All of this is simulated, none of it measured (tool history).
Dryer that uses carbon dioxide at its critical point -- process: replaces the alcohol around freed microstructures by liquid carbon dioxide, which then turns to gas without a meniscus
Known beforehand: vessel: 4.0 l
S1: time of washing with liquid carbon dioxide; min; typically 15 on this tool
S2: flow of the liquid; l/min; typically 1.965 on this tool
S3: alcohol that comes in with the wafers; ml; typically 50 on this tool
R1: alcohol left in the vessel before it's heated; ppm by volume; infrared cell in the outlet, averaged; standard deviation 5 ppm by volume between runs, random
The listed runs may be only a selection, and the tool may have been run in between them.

run	hour	S1	S2	S3	R1
1	0	15	1.965	50	61
2	28.7	15	1.34	50	290
# hour 51.2: inlet filter changed
3	60.9	15	1.34	50	218
4	91.7	15	1.34	50	231
5	109.7	15	1.34	50	250
6	139.9	15	1.965	50	46
7	161.2	15	1.965	50	55
8	176.8	15	1.965	23	33
9	208.2	15	1.965	23	47
10	231.7	15	1.965	23	49
11	253.4	15	1.965	23	53
# hour 263.3: inlet filter changed
12	287.4	15	1.965	23	37
13	313.1	15	1.965	23	47
14	331	15	1.965	23	50
15	346.5	15	1.965	23	49
16	369.8	15	1.965	23	41
17	395.9	18	1.965	23	39
18	415	16	1.965	50	78
19	447.2	11	2.58	43	91
# hour 474.3: inlet filter changed
20	474.3	17	1.965	87	61
21	502.2	23	2.02	50	45
22	532.5	18	1.41	24	85
23	564.3	18	1.41	24	88
24	593.8	11	1.965	50	229
25	620.8	11	2.09	100	351
26	638.5	15	2.75	100	64

4 ways to go on from here, each from the tool as it stands after run 26. What would each give?
A	658.6	15	2.75	35	?
B	658.6	23	1.34	97	?
C	658.6	10	1.92	52	?
D	658.6	9	2.45	111	?

run	R1
A	67
B	133
C	405
D	473
Had the tool no hidden state, the same runs would have come out as:
run	R1
A	18
B	53
C	248
D	281
